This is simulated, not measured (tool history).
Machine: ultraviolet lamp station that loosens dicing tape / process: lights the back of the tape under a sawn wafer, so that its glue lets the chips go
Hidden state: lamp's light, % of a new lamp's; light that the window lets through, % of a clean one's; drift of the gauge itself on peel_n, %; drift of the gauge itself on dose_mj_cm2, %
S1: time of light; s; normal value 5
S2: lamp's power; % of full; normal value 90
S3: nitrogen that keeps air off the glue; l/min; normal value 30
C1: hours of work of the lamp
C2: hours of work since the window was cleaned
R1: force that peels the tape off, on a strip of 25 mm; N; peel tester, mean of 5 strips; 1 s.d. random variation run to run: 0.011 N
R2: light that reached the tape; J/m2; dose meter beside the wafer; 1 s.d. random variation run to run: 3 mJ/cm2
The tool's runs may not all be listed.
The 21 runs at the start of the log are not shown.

Run 22, hour 1292.4: usual settings but S2 92 % of full, S3 14 l/min; C1 109; C2 33. Result: R1 0.742 N, R2 4460 J/m2.
Run 23, hour 1344.3: usual settings but S2 84 % of full, S3 12 l/min; C1 138; C2 62. Result: R1 0.906 N, R2 4080 J/m2.
Run 24, hour 1439.3: usual settings but S2 84 % of full, S3 12 l/min; C1 192; C2 116. Result: R1 0.897 N, R2 4070 J/m2.
Run 25, hour 1485.0: usual settings but S1 3 s, S2 86 % of full, S3 50 l/min; C1 217; C2 142. Result: R1 0.983 N, R2 2510 J/m2.
Run 26, hour 1576.9: usual settings but S1 3 s, S2 86 % of full, S3 50 l/min; C1 269; C2 193. Result: R1 0.969 N, R2 2500 J/m2.
Run 27, hour 1630.7: usual settings but S1 4 s, S2 79 % of full, S3 50 l/min; C1 299; C2 224. Result: R1 0.713 N, R2 3060 J/m2.
Run 28, hour 1727.6: usual settings but S3 9 l/min; C1 354; C2 278. Result: R1 0.961 N, R2 4380 J/m2.
Run 29, hour 1801.3: usual settings but S3 9 l/min; C1 396; C2 320. Result: R1 0.978 N, R2 4410 J/m2.
Run 30, hour 1859.2: usual settings but S3 9 l/min; C1 428; C2 352. Result: R1 0.955 N, R2 4370 J/m2.
Run 31, hour 1918.7: usual settings but S3 9 l/min; C1 462; C2 386. Result: R1 0.966 N, R2 4350 J/m2.
Run 32, hour 1993.0: usual settings but S3 9 l/min; C1 504; C2 428. Result: R1 0.942 N, R2 4340 J/m2.
Run 33, hour 2070.9: usual settings but S1 9 s, S2 96 % of full, S3 15 l/min; C1 548; C2 472. Result: R1 0.249 N, R2 8470 J/m2.
Run 34, hour 2130.7: usual settings but S1 9 s, S2 96 % of full, S3 15 l/min; C1 581; C2 505. Result: R1 0.249 N, R2 8400 J/m2.
Run 35, hour 2199.5: usual settings but S1 6 s, S2 75 % of full, S3 40 l/min; C1 620; C2 544. Result: R1 0.417 N, R2 4340 J/m2.
Run 36, hour 2260.4: usual settings but S1 6 s, S2 75 % of full, S3 40 l/min; C1 654; C2 579. Result: R1 0.423 N, R2 4410 J/m2.
Run 37, hour 2334.6: usual settings but S1 9 s; C1 696; C2 620. Result: R1 0.215 N, R2 7870 J/m2.
Run 38, hour 2399.8: usual settings but S1 6 s, S2 60 % of full, S3 25 l/min; C1 733; C2 657. Result: R1 0.749 N, R2 3490 J/m2.
At hour 2467.1: window cleaned of glue's vapour.
Run 39, hour 2483.6: usual settings but S1 6 s, S2 60 % of full, S3 25 l/min; C1 780; C2 9. Result: R1 0.777 N, R2 3500 J/m2.
Run 40, hour 2557.3: usual settings but S1 3 s, S3 19 l/min; C1 821; C2 51. Result: R1 1.382 N, R2 2590 J/m2.
Run 41, hour 2655.0: usual settings but S1 3 s, S2 93 % of full, S3 13 l/min; C1 877; C2 106. Result: R1 1.546 N, R2 2750 J/m2.
Run 42, hour 2753.5: usual settings; C1 932; C2 161. Result: R1 0.489 N, R2 4400 J/m2.
Run 43, hour 2838.2: usual settings but S1 9 s, S2 97 % of full, S3 24 l/min; C1 980; C2 209. Result: R1 0.206 N, R2 8480 J/m2.
At hour 2900.3: lamp changed.
Run 44, hour 2904.7: usual settings but S1 2 s, S2 68 % of full, S3 51 l/min; C1 3; C2 246. Result: R1 2.237 N, R2 1340 J/m2.

Each row is a separate what-if for the run after 44, all from the same tool condition, not one after another. Results?
Run A, hour 3001.3: usual settings but S1 2 s, S2 71 % of full; C1 57; C2 301. Result: R1 ?, R2 ?.
Run B, hour 3001.3: usual settings but S3 38 l/min; C1 57; C2 301. Result: R1 ?, R2 ?.
Run C, hour 3001.3: usual settings but S1 6 s, S2 74 % of full, S3 20 l/min; C1 57; C2 301. Result: R1 ?, R2 ?.

run     R1    R2
  A  2.342  1370
  B  0.437  4330
  C  0.617  4330
Without the tool's unlogged condition, the same runs would have read:
run     R1    R2
  A  2.340  1370
  B  0.437  4340
  C  0.616  4330

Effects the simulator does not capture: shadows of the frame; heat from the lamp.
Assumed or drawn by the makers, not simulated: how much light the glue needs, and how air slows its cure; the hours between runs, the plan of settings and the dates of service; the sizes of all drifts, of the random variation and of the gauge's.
